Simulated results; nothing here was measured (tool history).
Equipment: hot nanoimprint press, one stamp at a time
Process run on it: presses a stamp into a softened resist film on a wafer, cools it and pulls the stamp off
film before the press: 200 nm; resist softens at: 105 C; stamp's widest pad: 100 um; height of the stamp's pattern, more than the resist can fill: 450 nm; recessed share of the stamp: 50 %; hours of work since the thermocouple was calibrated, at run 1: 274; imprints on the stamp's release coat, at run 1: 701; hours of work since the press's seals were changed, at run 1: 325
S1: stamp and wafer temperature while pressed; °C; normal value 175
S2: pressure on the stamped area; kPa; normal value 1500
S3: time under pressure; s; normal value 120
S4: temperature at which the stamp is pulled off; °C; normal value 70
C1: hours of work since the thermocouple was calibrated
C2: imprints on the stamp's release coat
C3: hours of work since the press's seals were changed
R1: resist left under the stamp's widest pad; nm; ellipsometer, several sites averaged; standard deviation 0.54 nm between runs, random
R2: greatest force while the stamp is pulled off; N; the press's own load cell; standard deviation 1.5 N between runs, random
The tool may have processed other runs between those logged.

Run 1, hour 0.0: usual settings; C1 274; C2 701; C3 325. Result: R1 87.0 nm, R2 211 N.
At hour 21.4: stamp cleaned and given a new release coat.
Run 2, hour 21.8: usual settings; C1 284; C2 2; C3 335. Result: R1 86.8 nm, R2 212 N.
Run 3, hour 42.4: usual settings; C1 297; C2 102; C3 348. Result: R1 87.1 nm, R2 212 N.
Run 4, hour 66.8: usual settings; C1 313; C2 220; C3 364. Result: R1 87.2 nm, R2 213 N.
Run 5, hour 80.1: usual settings but S1 174 °C; C1 322; C2 284; C3 373. Result: R1 91.8 nm, R2 210 N.
Run 6, hour 95.7: usual settings but S1 174 °C, S2 1010 kPa; C1 332; C2 360; C3 383. Result: R1 106.7 nm, R2 210 N.
Run 7, hour 125.3: usual settings but S2 1850 kPa; C1 351; C2 504; C3 402. Result: R1 80.0 nm, R2 213 N.
Run 8, hour 152.2: usual settings; C1 368; C2 634; C3 419. Result: R1 88.2 nm, R2 210 N.
At hour 189.0: stamp cleaned and given a new release coat.
Run 9, hour 189.0: usual settings; C1 388; C2 0; C3 439. Result: R1 88.3 nm, R2 209 N.
Run 10, hour 221.5: usual settings; C1 409; C2 157; C3 460. Result: R1 87.1 nm, R2 213 N.
Run 11, hour 246.3: usual settings but S1 163 °C, S2 1910 kPa, S4 60 °C; C1 426; C2 277; C3 477. Result: R1 142.1 nm, R2 236 N.
Run 12, hour 271.3: usual settings but S2 1530 kPa, S3 85 s, S4 58 °C; C1 442; C2 399; C3 493. Result: R1 98.8 nm, R2 240 N.
Run 13, hour 296.7: usual settings but S2 1530 kPa, S3 194 s, S4 58 °C; C1 458; C2 522; C3 509. Result: R1 70.7 nm, R2 244 N.
At hour 307.8: plate thermocouple calibrated.
Run 14, hour 313.8: usual settings but S2 1530 kPa, S3 194 s, S4 58 °C; C1 4; C2 590; C3 518. Result: R1 70.3 nm, R2 242 N.
Run 15, hour 342.9: usual settings but S1 186 °C, S2 1520 kPa, S3 108 s, S4 62 °C; C1 23; C2 731; C3 537. Result: R1 49.1 nm, R2 232 N.
At hour 359.4: stamp cleaned and given a new release coat.
Run 16, hour 365.2: usual settings but S1 172 °C, S2 1520 kPa, S3 74 s, S4 59 °C; C1 33; C2 28; C3 548. Result: R1 119.8 nm, R2 235 N.
Run 17, hour 386.8: usual settings but S2 1480 kPa; C1 47; C2 133; C3 562. Result: R1 88.0 nm, R2 210 N.
Run 18, hour 407.2: usual settings but S3 154 s, S4 60 °C; C1 61; C2 232; C3 575. Result: R1 78.7 nm, R2 231 N.
Run 19, hour 436.6: usual settings but S1 169 °C, S2 1840 kPa, S3 102 s, S4 60 °C; C1 80; C2 374; C3 594. Result: R1 116.2 nm, R2 235 N.

Forecast each of these 5 alternatives for the next run:
Run A, hour 462.6: usual settings but S2 1750 kPa, S3 155 s, S4 77 °C; C1 97; C2 500; C3 611. Result: R1 ?, R2 ?.
Run B, hour 462.6: usual settings but S1 169 °C, S2 1610 kPa, S3 99 s, S4 60 °C; C1 97; C2 500; C3 611. Result: R1 ?, R2 ?.
Run C, hour 462.6: usual settings but S2 960 kPa, S3 80 s, S4 63 °C; C1 97; C2 500; C3 611. Result: R1 ?, R2 ?.
Run D, hour 462.6: usual settings but S1 181 °C, S3 206 s, S4 69 °C; C1 97; C2 500; C3 611. Result: R1 ?, R2 ?.
Run E, hour 462.6: usual settings but S1 169 °C, S2 1290 kPa, S3 156 s, S4 60 °C; C1 97; C2 500; C3 611. Result: R1 ?, R2 ?.

run     R1   R2
  A   73.3  192
  B  123.0  237
  C  117.7  228
  D   48.1  213
  E  114.7  235
The same runs, with their run-to-run variation unchanged, on a tool lacking any hidden condition would have given:
run     R1   R2
  A   73.2  191
  B  122.9  237
  C  117.6  227
  D   48.1  213
  E  114.6  234

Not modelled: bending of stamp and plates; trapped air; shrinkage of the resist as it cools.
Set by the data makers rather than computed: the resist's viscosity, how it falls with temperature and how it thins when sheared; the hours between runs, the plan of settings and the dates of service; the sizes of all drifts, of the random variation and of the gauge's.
